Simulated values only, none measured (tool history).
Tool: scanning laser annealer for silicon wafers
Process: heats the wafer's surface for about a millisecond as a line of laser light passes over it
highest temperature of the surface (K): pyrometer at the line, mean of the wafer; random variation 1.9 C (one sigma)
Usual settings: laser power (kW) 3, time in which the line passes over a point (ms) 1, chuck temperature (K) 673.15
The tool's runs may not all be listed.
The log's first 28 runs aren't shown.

run	hour	laser power (kW)	time in which the line passes over a point (ms)	chuck temperature (K)	highest temperature of the surface (K)
29	352.3	2.829	0.81	651.15	1293.15
30	368.8	2.829	0.81	651.15	1295.15
31	385.6	2.595	0.88	651.15	1272.15
32	393.7	2.947	0.86	689.15	1380.15
33	406.7	3.247	0.9	694.15	1468.15
34	414.3	3.119	0.85	694.15	1415.15
35	422.2	3	1.14	671.15	1483.15
36	433	2.785	1.14	671.15	1432.15
37	443	2.8	1.14	710.15	1477.15
38	457.8	2.791	1	642.15	1355.15
39	469.2	2.791	1.09	642.15	1388.15

Consider 3 possible next runs. They are alternatives, not a sequence: every one starts from the tool as it was left by run 39. What does each give?
A	477.1	2.766	1.09	642.15	?
B	477.1	3.192	1.03	673.15	?
C	477.1	2.876	0.9	701.15	?

run	highest temperature of the surface (K)
A	1381.15
B	1487.15
C	1392.15
With no hidden state in the tool, these same runs would have given:
run	highest temperature of the surface (K)
A	1382.15
B	1489.15
C	1393.15
